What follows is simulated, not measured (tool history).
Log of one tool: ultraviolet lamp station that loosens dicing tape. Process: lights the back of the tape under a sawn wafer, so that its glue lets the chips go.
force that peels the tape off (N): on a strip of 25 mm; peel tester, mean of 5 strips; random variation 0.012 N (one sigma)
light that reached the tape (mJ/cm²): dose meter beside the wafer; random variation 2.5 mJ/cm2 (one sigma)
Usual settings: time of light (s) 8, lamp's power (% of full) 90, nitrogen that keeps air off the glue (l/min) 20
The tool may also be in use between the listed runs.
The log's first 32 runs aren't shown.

run     day  time of light (s)  lamp's power (% of full)  nitrogen that keeps air off the glue (l/min)  force that peels the tape off (N)  light that reached the tape (mJ/cm²)
 33  27.954                  6                        88                                            39                              0.983                                   201
 34  29.179                  6                        88                                            39                              1.021                                   197
 35  30.083                 12                        63                                            20                              0.668                                   281
 36  31.162                 12                        63                                            20                              0.689                                   278
 37  32.221                  8                        90                                            26                              0.703                                   258
 38  33.317                  8                        90                                            26                              0.702                                   259
 39  34.483                  9                        87                                             8                              1.205                                   275
 40  35.662                  8                        90                                            14                              1.048                                   246
 41  36.512                  7                        92                                            20                              1.112                                   216
 42  37.383                  5                        78                                            21                               2.41                                   132
 43  37.883                  5                        76                                            22                              2.418                                   127
     38.754  -- window cleaned of glue's vapour
 44  38.983                  5                        78                                            28                              1.846                                   151

Forecast each of these 3 alternatives for the next run:
  A  39.525                 10                        90                                            26                                  ?                                     ?
  B  39.525                 15                        72                                            20                                  ?                                     ?
  C  39.525                  8                        89                                            29                                  ?                                     ?

run  force that peels the tape off (N)  light that reached the tape (mJ/cm²)
  A                              0.373                                   348
  B                              0.286                                   415
  C                              0.567                                   279
Without the tool's hidden state the same runs would have given:
run  force that peels the tape off (N)  light that reached the tape (mJ/cm²)
  A                              0.289                                   395
  B                              0.228                                   470
  C                              0.429                                   316
